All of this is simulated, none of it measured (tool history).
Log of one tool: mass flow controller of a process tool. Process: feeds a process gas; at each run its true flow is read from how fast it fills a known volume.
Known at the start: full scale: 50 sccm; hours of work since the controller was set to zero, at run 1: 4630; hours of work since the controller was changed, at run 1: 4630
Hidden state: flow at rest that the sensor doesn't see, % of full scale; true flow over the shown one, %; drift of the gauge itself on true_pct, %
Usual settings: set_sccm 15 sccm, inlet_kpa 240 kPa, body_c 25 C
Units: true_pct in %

run    hour  set_sccm  inlet_kpa  body_c  hours of work since the controller was set to zero  hours of work since the controller was changed  true_pct
  1       0        15        240      25                                                4630                                            4630      99.6
  2     143        15        240      25                                                4680                                            4680     99.78
  3   378.7        15        240      25                                                4763                                            4763     99.97
  4   565.8         5        240      25                                                4829                                            4829     99.79
  5     821         5        240      25                                                4919                                            4919    100.04
  6  1013.7         5        240      25                                                4987                                            4987       100
  7  1136.9         5        240      25                                                5030                                            5030    100.23
  8  1283.9        15        206      25                                                5082                                            5082     100.1
  9  1487.5        15        240      25                                                5154                                            5154    100.43
 10  1747.9        15        240      25                                                5245                                            5245    100.69
 11  1998.5        15        240      25                                                5333                                            5333    100.79
 12  2203.6        15        240      25                                                5406                                            5406    100.98
 13    2455        15        240      25                                                5494                                            5494    101.08
 14  2665.6        15        240      25                                                5568                                            5568    101.23
     2825.7  -- gauge calibrated
 15  2841.7        15        240      25                                                5630                                            5630     99.79
 16  3080.6        15        240      25                                                5714                                            5714      99.7

The next listed run, before its measurement:
 17  3210.7        15        240      33                                                5760                                            5760         ?

{"run 17": {"true_pct": 99.06}}
Without the tool's hidden state the same run would have given true_pct 98.85 %.
